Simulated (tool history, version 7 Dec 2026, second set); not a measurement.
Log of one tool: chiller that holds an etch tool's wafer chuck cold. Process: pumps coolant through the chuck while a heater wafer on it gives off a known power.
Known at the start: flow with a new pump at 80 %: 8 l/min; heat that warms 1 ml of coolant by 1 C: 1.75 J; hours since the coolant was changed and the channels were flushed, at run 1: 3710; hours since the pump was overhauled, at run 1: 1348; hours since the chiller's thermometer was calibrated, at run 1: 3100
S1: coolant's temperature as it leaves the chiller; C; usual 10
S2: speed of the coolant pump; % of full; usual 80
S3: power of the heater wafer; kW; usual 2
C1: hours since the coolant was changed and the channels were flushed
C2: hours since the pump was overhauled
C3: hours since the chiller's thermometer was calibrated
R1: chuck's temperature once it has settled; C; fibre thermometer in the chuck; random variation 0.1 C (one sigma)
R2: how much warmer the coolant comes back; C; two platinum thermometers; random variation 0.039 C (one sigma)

run,hour,S1,S2,S3,C1,C2,C3,R1,R2
1,0,10,80,2,3710,1348,3100,32.1,8.67
2,19.7,11,80,2,3730,1368,3120,33,8.67
3,39.8,10,80,1.466,3750,1388,3140,26.1,6.35
4,57.5,10,81,2,3768,1406,3158,31.9,8.45
5,73.8,10,81,2,3784,1422,3174,32,8.52
6,103.1,10,80,2,3813,1452,3204,32,8.71
7,123.8,10,80,2,3834,1472,3224,32.2,8.62
# hour 127.9: chiller's thermometer calibrated
8,148.6,10,98,2,3858,1496,21,28.3,6.96
9,167.2,10,98,2,3877,1515,39,28.4,6.93
10,200.7,10,98,2,3910,1548,73,28.3,6.94
11,227.8,10,78,2,3937,1575,100,32.6,8.91
12,249.3,10,78,2,3959,1597,121,32.8,8.94
13,283.7,19,96,2,3993,1631,156,37.9,7.11
# hour 312.3: chiller's thermometer calibrated, once more
14,321.3,13,68,2,4030,1668,9,39.3,10.49
15,356.3,13,68,2,4065,1703,44,39.3,10.51
16,380.4,10,80,2.574,4089,1727,68,39.3,11.17
17,397.6,10,80,1.56,4106,1744,85,27.7,6.81
18,412.7,10,61,1.425,4121,1759,100,30.7,8.44
19,439.7,10,61,1.425,4148,1786,127,30.7,8.39
20,456.4,18,94,1.637,4165,1803,144,34.1,5.95
21,491.4,12,76,1.637,4200,1838,179,31.4,7.53
22,514.3,10,80,1.002,4223,1861,202,21.5,4.34
23,538.4,17,62,1.002,4247,1885,226,31.3,5.84
24,572.2,17,80,2,4281,1919,260,39.9,8.73

Forecast each of these 3 alternatives for the next run:
A,608.8,11,61,1.4,4317,1955,296,?,?
B,608.8,19,72,2,4317,1955,296,?,?
C,608.8,10,66,1.368,4317,1955,296,?,?

run,R1,R2
A,31.4,8.23
B,44,9.85
C,28.6,7.33
Without the tool's hidden state the same runs would have given:
run,R1,R2
A,29.1,8.07
B,41.1,9.66
C,26.5,7.19
